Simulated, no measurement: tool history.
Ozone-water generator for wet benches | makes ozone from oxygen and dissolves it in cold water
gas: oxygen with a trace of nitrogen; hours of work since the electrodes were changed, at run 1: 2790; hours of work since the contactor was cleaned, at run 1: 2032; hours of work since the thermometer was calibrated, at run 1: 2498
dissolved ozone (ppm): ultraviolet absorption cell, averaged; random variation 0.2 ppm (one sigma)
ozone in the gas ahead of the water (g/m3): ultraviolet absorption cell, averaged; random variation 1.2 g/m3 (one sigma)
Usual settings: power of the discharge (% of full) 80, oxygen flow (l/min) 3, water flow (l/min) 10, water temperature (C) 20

run    hour  power of the discharge (% of full)  oxygen flow (l/min)  water flow (l/min)  water temperature (C)  hours of work since the electrodes were changed  hours of work since the contactor was cleaned  hours of work since the thermometer was calibrated  dissolved ozone (ppm)  ozone in the gas ahead of the water (g/m3)
  1       0                                  80                    3                  10                     20                                             2790                                           2032                                                2498                     29                                       227.2
  2    48.5                                  62                    3                  10                     20                                             2834                                           2076                                                2542                   23.4                                       183.4
  3    80.3                                  62                    3                  10                     20                                             2862                                           2105                                                2571                   23.3                                       181.6
  4   138.6                                  62                    3                  10                     20                                             2915                                           2158                                                2624                   23.4                                       182.8
  5   172.3                                  62                    3                  10                     20                                             2946                                           2188                                                2654                   23.4                                       181.4
  6     211                                  80                    3                  14                     20                                             2981                                           2223                                                2689                   21.9                                       224.8
  7   274.3                                  80                    3                  10                     15                                             3038                                           2281                                                2747                   31.3                                       227.4
  8   311.3                                  65                    3                  10                     15                                             3072                                           2314                                                2780                   26.6                                       189.7
  9     344                                  80                 2.93                  10                     20                                             3101                                           2344                                                2810                   28.9                                       225.9
 10   403.3                                  80                 2.93                  10                     20                                             3155                                           2397                                                2863                   28.8                                       226.6
 11   475.2                                  80                 2.93                  10                     20                                             3220                                           2462                                                2928                   29.3                                       226.3
 12   550.6                                  80                 2.93                  10                     20                                             3288                                           2531                                                2997                   28.9                                       224.1
 13   615.5                                  80                    3                  10                     20                                             3347                                           2590                                                3056                     29                                       222.5
 14   666.3                                  80                    3                  12                     20                                             3393                                           2636                                                3102                   25.4                                       224.9
 15   698.5                                  52                 4.66                   9                     26                                             3422                                           2665                                                3131                   19.2                                       128.9
      744.9  -- contactor cleaned
 16   756.6                                  93                 4.66                  10                     26                                             3471                                             11                                                3180                   29.7                                       212.7
 17   813.9                                  80                    3                  10                     27                                             3523                                             63                                                3232                   25.5                                       222.7
 18     846                                  45                 5.16                   8                     27                                             3552                                             92                                                3261                   17.5                                       109.5
 19   888.3                                  60                 2.92                   8                     13                                             3590                                            130                                                3299                   29.9                                       175.5
 20   932.2                                  80                    3                  16                     13                                             3630                                            170                                                3339                   21.5                                       222.7
 21   994.1                                  80                    3                  10                     20                                             3686                                            226                                                3395                   29.3                                       222.4
 22  1053.4                                  80                    3                   6                     20                                             3740                                            279                                                3448                   39.6                                       222.6
 23  1094.7                                  68                 3.28                  10                     25                                             3777                                            317                                                3486                   23.4                                       185.2
 24    1152                                  58                 2.42                  10                     20                                             3829                                            369                                                3538                   21.4                                       184.1
 25  1212.4                                  58                 2.42                  10                     20                                             3884                                            423                                                3592                   21.7                                       182.2
 26  1257.4                                  58                 4.63                  15                     20                                             3925                                            464                                                3633                   16.9                                       141.8

Some steps in ozone in the gas ahead of the water (g/m3) between neighbouring runs. How much of each would the tool show without its hidden state too (settings, what came in, random variation), and how much is left for the hidden state, with any gauge scatter that isn't in both results?
The hidden state here: yield of the discharge, % of new electrodes'; contactor's efficiency, % of a clean one's; true water temperature over the reading, C; drift of the gauge itself on ozone_ppm, %; drift of the gauge itself on gas_g_m3, %.
Run 14 -> 15: power of the discharge (% of full) 80 -> 52, oxygen flow (l/min) 3 -> 4.66, water flow (l/min) 12 -> 9, water temperature (C) 20 -> 26. ozone in the gas ahead of the water (g/m3) -96: hidden state +1.5, all else -97.5.
Run 15 -> 16: power of the discharge (% of full) 52 -> 93, water flow (l/min) 9 -> 10, contactor cleaned. ozone in the gas ahead of the water (g/m3) +83.8: hidden state -1.7, all else +85.5.
Run 17 -> 18: power of the discharge (% of full) 80 -> 45, oxygen flow (l/min) 3 -> 5.16, water flow (l/min) 10 -> 8. ozone in the gas ahead of the water (g/m3) -113.2: hidden state +2.2, all else -115.4.
